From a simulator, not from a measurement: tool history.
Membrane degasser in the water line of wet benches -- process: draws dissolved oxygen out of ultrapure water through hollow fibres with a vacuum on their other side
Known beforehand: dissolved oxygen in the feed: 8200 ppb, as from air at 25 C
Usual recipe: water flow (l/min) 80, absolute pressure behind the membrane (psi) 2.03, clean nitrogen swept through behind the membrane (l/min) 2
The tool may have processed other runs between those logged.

| run | hour | water flow (l/min) | absolute pressure behind the membrane (psi) | clean nitrogen swept through behind the membrane (l/min) | dissolved oxygen in the water behind the degasser (ppb) | pressure that the water loses in the fibres (psi) |
|---|---|---|---|---|---|---|
| 1 | 0 | 80 | 2.03 | 2 | 806.1 | 4.016 |
| 2 | 51.3 | 80 | 4.53 | 2 | 1835.3 | 4.038 |
| 3 | 94.7 | 80 | 2.03 | 2 | 801 | 4.042 |
| 4 | 147.5 | 80 | 2.03 | 2 | 801.8 | 4.019 |
| 5 | 187 | 80 | 2.03 | 2 | 811.2 | 4.064 |
| 6 | 232.2 | 80 | 2.03 | 2 | 806.4 | 4.019 |
| 7 | 267.4 | 80 | 2.03 | 2.24 | 742.2 | 4.007 |
| 8 | 308.9 | 80 | 2.03 | 2.24 | 746.9 | 4.016 |
| 9 | 332.7 | 80 | 2.03 | 2.24 | 741 | 4 |
| 10 | 368.9 | 80 | 2.03 | 1.14 | 1189.9 | 3.984 |
| 11 | 395.2 | 80 | 2.03 | 1.3 | 1094 | 3.977 |
| 12 | 431.5 | 80 | 2.03 | 1.3 | 1096.1 | 4.025 |
| 13 | 466.5 | 80 | 2.03 | 1.3 | 1089.5 | 4.013 |
| 14 | 499.2 | 80 | 2.03 | 2 | 808.8 | 4.01 |
| 15 | 542.3 | 80 | 2.03 | 2 | 802.6 | 4.033 |
| 16 | 580 | 80 | 2.03 | 2 | 807.4 | 3.997 |
| 17 | 631.4 | 80 | 2.03 | 2 | 807.2 | 4.041 |
| 18 | 667.4 | 60 | 2.03 | 1.37 | 858.7 | 3.011 |
| 19 | 703.6 | 80 | 2.03 | 5.78 | 342.3 | 3.986 |
| 20 | 734.5 | 80 | 1.93 | 0.95 | 1251.1 | 4.042 |
| 21 | 787.3 | 80 | 1.93 | 0.95 | 1266.5 | 4.045 |
| 22 | 816 | 110 | 1.93 | 1.44 | 1204.3 | 5.572 |
| 23 | 841.1 | 54 | 4.66 | 2.43 | 1233.4 | 2.68 |
| 24 | 887.5 | 110 | 3.96 | 2.02 | 2011.2 | 5.516 |
| 25 | 917.9 | 57 | 1.45 | 2.71 | 309.8 | 2.86 |
| 26 | 959.9 | 57 | 1.45 | 2.71 | 309.8 | 2.85 |
| 27 | 1004.7 | 71 | 2.1 | 3.97 | 439.5 | 3.6 |
| 28 | 1031.1 | 50 | 2.12 | 2 | 578.3 | 2.532 |
| 29 | 1054.8 | 105 | 1.94 | 3.26 | 670.2 | 5.311 |
| 30 | 1090.3 | 105 | 1.94 | 3.26 | 674 | 5.295 |
| 31 | 1140.6 | 105 | 1.94 | 3.26 | 673.3 | 5.269 |
| 32 | 1176.1 | 105 | 1.94 | 3.26 | 674 | 5.281 |

Here are 3 independent what-if runs from the current tool condition. What would each one return?
| A | 1217 | 128 | 5.08 | 1.44 | ? | ? |
| B | 1217 | 67 | 3.79 | 2.09 | ? | ? |
| C | 1217 | 124 | 2.03 | 3.68 | ? | ? |

| run | dissolved oxygen in the water behind the degasser (ppb) | pressure that the water loses in the fibres (psi) |
|---|---|---|
| A | 3244.3 | 6.45 |
| B | 1328.4 | 3.342 |
| C | 756 | 6.224 |
Had the tool no hidden state, the same runs would have come out as:
| run | dissolved oxygen in the water behind the degasser (ppb) | pressure that the water loses in the fibres (psi) |
|---|---|---|
| A | 3244 | 6.447 |
| B | 1328 | 3.342 |
| C | 755.7 | 6.221 |
